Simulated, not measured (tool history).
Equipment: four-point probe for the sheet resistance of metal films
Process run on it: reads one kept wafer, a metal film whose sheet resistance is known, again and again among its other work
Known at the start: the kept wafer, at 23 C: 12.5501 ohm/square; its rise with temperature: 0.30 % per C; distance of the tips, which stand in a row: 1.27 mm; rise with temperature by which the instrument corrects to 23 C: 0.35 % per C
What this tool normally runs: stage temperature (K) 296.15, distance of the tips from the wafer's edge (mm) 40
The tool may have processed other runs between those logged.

run	hour	stage temperature (K)	distance of the tips from the wafer's edge (mm)	sheet resistance as the instrument gives it (ohm/square)
1	0	296.15	40	12.575838
2	50.2	305.15	40	12.525965
3	90.9	305.15	8	12.68428
4	160.2	296.15	40	12.574289
5	206.3	296.15	40	12.574891
6	269.4	296.15	40	12.571409
7	343.8	296.15	40	12.572712
8	406.7	296.15	40	12.565442
9	455.8	296.15	40	12.561654
# hour 462: stage's thermometer calibrated
10	498.3	296.15	40	12.56571
11	529.7	296.15	40	12.566073
# hour 589.6: stage's thermometer calibrated, once more
12	591	296.15	40	12.55538
13	648.9	297.15	40	12.551445
14	683.7	297.15	40	12.549085
15	739.7	296.15	4	13.186576
16	803.2	303.15	4	13.144025
17	850.6	303.15	4	13.150254
18	926	304.15	3	13.58101
19	998.4	291.15	46	12.576696
20	1047.3	307.15	10	12.58272
21	1116.5	296.15	43	12.547057

Below are 3 alternative next runs, each starting from the tool's condition after run 21. Predict each:
A	1180.7	306.15	28	?
B	1180.7	296.15	62	?
C	1180.7	300.15	40	?

run	sheet resistance as the instrument gives it (ohm/square)
A	12.496658
B	12.545501
C	12.517759
Without the tool's unlogged condition, the same runs would have read:
run	sheet resistance as the instrument gives it (ohm/square)
A	12.509436
B	12.558247
C	12.53051
